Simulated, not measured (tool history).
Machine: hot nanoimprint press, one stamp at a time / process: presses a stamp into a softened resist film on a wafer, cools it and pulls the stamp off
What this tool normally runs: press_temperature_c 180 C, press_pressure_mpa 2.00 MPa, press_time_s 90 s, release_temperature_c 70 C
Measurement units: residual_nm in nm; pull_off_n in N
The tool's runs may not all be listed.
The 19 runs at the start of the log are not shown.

run    hour  press_temperature_c  press_pressure_mpa  press_time_s  release_temperature_c  residual_nm  pull_off_n
 20  1234.1                  181                2.00           161                     75        153.8          96
 21  1290.3                  169                2.00            90                     74        266.3          99
 22  1335.6                  188                2.98           140                     74        101.6         101
 23  1376.0                  188                2.98           140                     74        102.4         101
 24  1430.8                  189                1.38            90                     70        177.8         110
 25  1488.1                  186                2.00            90                     70        160.9         111
 26  1540.3                  186                2.00            90                     70        161.8         112
 27  1606.8                  180                2.00            90                     66        196.3         126
 28  1694.6                  180                1.37            90                     59        234.8         147
 29  1757.5                  171                2.04            90                     70        260.5         118
 30  1818.4                  179                1.49            70                     74        248.7         108
 31  1862.7                  176                1.57            70                     74        262.4         112

What if the next run were any one of these 3? Each begins from the tool's condition after run 31:
     1873.3  -- plate thermocouple calibrated
  A  1929.3                  175                2.00            47                     67            ?           ?
     1873.3  -- plate thermocouple calibrated
  B  1929.3                  170                2.00            48                     70            ?           ?
     1873.3  -- plate thermocouple calibrated
  C  1929.3                  182                1.57            90                     70            ?           ?

run  residual_nm  pull_off_n
  A        256.8         123
  B        285.9         114
  C        197.4         118
Without the tool's hidden state the same runs would have given:
run  residual_nm  pull_off_n
  A        254.7         110
  B        284.1         103
  C        195.5         106
